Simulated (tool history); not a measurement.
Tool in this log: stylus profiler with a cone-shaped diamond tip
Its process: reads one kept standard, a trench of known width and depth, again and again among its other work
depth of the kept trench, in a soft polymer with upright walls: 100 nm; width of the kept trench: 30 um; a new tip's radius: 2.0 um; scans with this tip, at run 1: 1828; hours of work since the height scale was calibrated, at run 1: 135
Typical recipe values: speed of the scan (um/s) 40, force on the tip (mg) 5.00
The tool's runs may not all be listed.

run   hour  speed of the scan (um/s)  force on the tip (mg)  scans with this tip  hours of work since the height scale was calibrated  depth of the trench (Å)  width of the trench's floor (nm)
  1    0.0                        40                   5.00                 1828                                                  135                   1027.3                             28460
  2   46.3                        40                   9.94                 2191                                                  162                   1042.7                             28530
  3   82.5                        40                   5.62                 2474                                                  183                   1029.3                             28420
  4  116.1                        40                   5.62                 2737                                                  202                   1029.1                             28420
  5  165.1                        40                   5.00                 3121                                                  231                   1026.5                             28300
  6  194.3                        40                   5.00                 3350                                                  248                   1026.6                             28280
  7  224.4                        40                   5.00                 3586                                                  265                   1026.5                             28250
  8  276.7                        40                   5.00                 3995                                                  295                   1026.5                             28180
  9  309.8                        12                   5.00                 4255                                                  315                   1026.4                             28270
 10  342.0                        12                   5.00                 4507                                                  333                   1025.9                             28300

Run 11 comes next. What will it give?
 11  384.2                        40                   5.00                 4837                                                  358                        ?                                 ?

{"run 11": {"depth of the trench (Å)": 1026.5, "width of the trench's floor (nm)": 28180}}
If the tool had no hidden condition, the same run with the same run-to-run variation would have returned depth of the trench (Å) 1027.5, width of the trench's floor (nm) 28660.

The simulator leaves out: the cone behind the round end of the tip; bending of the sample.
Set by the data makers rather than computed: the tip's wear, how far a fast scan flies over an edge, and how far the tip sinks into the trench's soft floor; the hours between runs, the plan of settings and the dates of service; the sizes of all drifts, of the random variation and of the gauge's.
